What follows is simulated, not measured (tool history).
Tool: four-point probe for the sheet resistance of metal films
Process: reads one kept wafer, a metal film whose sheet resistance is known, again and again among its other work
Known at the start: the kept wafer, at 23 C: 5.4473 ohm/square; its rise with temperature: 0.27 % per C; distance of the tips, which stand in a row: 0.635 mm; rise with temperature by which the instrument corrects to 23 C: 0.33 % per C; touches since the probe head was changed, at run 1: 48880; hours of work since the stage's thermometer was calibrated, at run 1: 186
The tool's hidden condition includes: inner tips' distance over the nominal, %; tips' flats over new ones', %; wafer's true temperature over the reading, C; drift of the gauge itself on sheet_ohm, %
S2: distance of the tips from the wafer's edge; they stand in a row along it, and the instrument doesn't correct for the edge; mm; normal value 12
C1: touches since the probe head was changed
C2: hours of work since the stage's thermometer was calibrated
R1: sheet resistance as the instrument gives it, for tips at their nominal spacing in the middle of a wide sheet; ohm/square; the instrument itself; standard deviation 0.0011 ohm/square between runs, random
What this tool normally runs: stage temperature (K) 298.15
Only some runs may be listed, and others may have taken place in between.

{"run": 1, "hour": 0.0, "stage temperature (K)": 298.15, "S2": 12, "C1": 48880, "C2": 186, "R1": 5.400488}
{"run": 2, "hour": 20.5, "stage temperature (K)": 298.15, "S2": 12, "C1": 49316, "C2": 196, "R1": 5.400889}
{"run": 3, "hour": 33.3, "stage temperature (K)": 298.15, "S2": 12, "C1": 49587, "C2": 202, "R1": 5.400267}
{"run": 4, "hour": 43.3, "stage temperature (K)": 298.15, "S2": 12, "C1": 49802, "C2": 207, "R1": 5.40076}
{"run": 5, "hour": 60.7, "stage temperature (K)": 298.15, "S2": 12, "C1": 50170, "C2": 215, "R1": 5.400593}
{"run": 6, "hour": 73.0, "stage temperature (K)": 298.15, "S2": 12, "C1": 50431, "C2": 221, "R1": 5.40102}
{"run": 7, "hour": 97.9, "stage temperature (K)": 298.15, "S2": 12, "C1": 50961, "C2": 233, "R1": 5.400293}
{"run": 8, "hour": 114.9, "stage temperature (K)": 298.15, "S2": 12, "C1": 51324, "C2": 241, "R1": 5.398875}
{"run": 9, "hour": 137.2, "stage temperature (K)": 296.15, "S2": 12, "C1": 51797, "C2": 251, "R1": 5.40569}
{"run": 10, "hour": 147.3, "stage temperature (K)": 304.15, "S2": 17, "C1": 52012, "C2": 256, "R1": 5.378252}
{"run": 11, "hour": 159.6, "stage temperature (K)": 304.15, "S2": 17, "C1": 52274, "C2": 262, "R1": 5.37847}

What will run 12 give?
{"run": 12, "hour": 178.8, "stage temperature (K)": 298.15, "S2": 17, "C1": 52683, "C2": 271, "R1": "?"}

R1: 5.394122 ohm/square
With the hidden condition absent and the run-to-run variation left alone, this run would have shown R1 5.445053 ohm/square.
